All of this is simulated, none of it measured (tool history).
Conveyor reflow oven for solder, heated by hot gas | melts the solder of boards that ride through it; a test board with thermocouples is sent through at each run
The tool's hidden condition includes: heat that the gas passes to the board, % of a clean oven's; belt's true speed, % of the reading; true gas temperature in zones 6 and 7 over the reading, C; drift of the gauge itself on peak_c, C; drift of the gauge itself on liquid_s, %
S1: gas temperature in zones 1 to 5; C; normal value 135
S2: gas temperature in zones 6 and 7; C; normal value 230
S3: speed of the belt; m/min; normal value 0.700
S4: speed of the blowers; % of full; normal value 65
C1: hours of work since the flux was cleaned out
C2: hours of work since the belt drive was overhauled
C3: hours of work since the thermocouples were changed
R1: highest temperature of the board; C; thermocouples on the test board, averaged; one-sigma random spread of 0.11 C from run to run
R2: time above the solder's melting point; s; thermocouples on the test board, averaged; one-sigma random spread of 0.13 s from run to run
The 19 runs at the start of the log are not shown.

run	hour	S1	S2	S3	S4	C1	C2	C3	R1	R2
20	158.8	129	240	0.635	84	140	714	159	225.5	60.0
21	168.1	129	240	0.707	79	144	718	163	220.7	50.2
22	177.9	139	243	0.707	81	149	723	167	225.3	56.0
23	183.1	139	243	0.707	81	151	725	170	225.5	56.0
24	192.1	139	243	0.707	81	155	729	174	225.5	56.1
25	198.9	139	243	0.707	81	158	732	177	225.3	56.0
26	207.9	136	245	0.590	81	162	736	180	232.6	70.9
27	214.9	136	245	0.590	81	165	739	184	232.6	71.0
28	220.8	136	245	0.590	81	168	742	186	232.4	71.0
29	228.2	120	238	0.616	81	171	745	189	222.8	57.5
30	235.3	121	230	0.815	65	174	748	193	199.8	24.5
31	244.0	140	230	0.625	65	178	752	196	214.1	55.8

Predict each of these 3 candidate next runs independently; none follows another, all start after run 31:
A	255.9	135	230	0.700	70	183	757	202	?	?
B	255.9	135	234	0.700	74	183	757	202	?	?
C	255.9	141	230	0.579	68	183	757	202	?	?

run	R1	R2
A	211.0	45.1
B	215.6	48.8
C	217.1	64.0
With the hidden condition removed and each run's random variation left untouched, the same runs would have given:
run	R1	R2
A	211.0	45.1
B	215.6	48.8
C	217.1	63.9
